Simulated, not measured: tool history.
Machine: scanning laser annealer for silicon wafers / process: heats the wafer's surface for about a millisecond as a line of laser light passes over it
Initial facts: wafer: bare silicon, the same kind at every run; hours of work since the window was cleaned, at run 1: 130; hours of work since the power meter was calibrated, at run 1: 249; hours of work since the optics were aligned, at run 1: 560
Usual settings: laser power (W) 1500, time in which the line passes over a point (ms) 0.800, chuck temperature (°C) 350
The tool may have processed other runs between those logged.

| run | hour | laser power (W) | time in which the line passes over a point (ms) | chuck temperature (°C) | hours of work since the window was cleaned | hours of work since the power meter was calibrated | hours of work since the optics were aligned | highest temperature of the surface (°C) |
|---|---|---|---|---|---|---|---|---|
| 1 | 0.0 | 1500 | 0.800 | 350 | 130 | 249 | 560 | 1084 |
| 2 | 7.5 | 1500 | 0.655 | 350 | 135 | 254 | 565 | 1003 |
| 3 | 18.7 | 1500 | 0.800 | 358 | 142 | 261 | 572 | 1092 |
| 4 | 30.2 | 1500 | 0.800 | 358 | 150 | 269 | 580 | 1094 |
| 5 | 38.3 | 1500 | 0.800 | 358 | 155 | 274 | 585 | 1090 |
| 6 | 44.6 | 1500 | 0.800 | 359 | 159 | 278 | 589 | 1092 |
| 7 | 51.1 | 1500 | 0.800 | 359 | 164 | 283 | 594 | 1092 |
| 8 | 64.4 | 1500 | 0.647 | 359 | 172 | 291 | 602 | 1005 |
| 9 | 77.0 | 1500 | 0.800 | 388 | 181 | 300 | 611 | 1118 |
| 10 | 86.3 | 1500 | 0.800 | 388 | 187 | 306 | 617 | 1118 |

What will run 11 give?
| 11 | 95.4 | 1461 | 0.818 | 334 | 193 | 312 | 623 | ? |

highest temperature of the surface (°C): 1045
On a tool with no hidden condition, and with the same random variation, this run would have come out at highest temperature of the surface (°C) 1077.
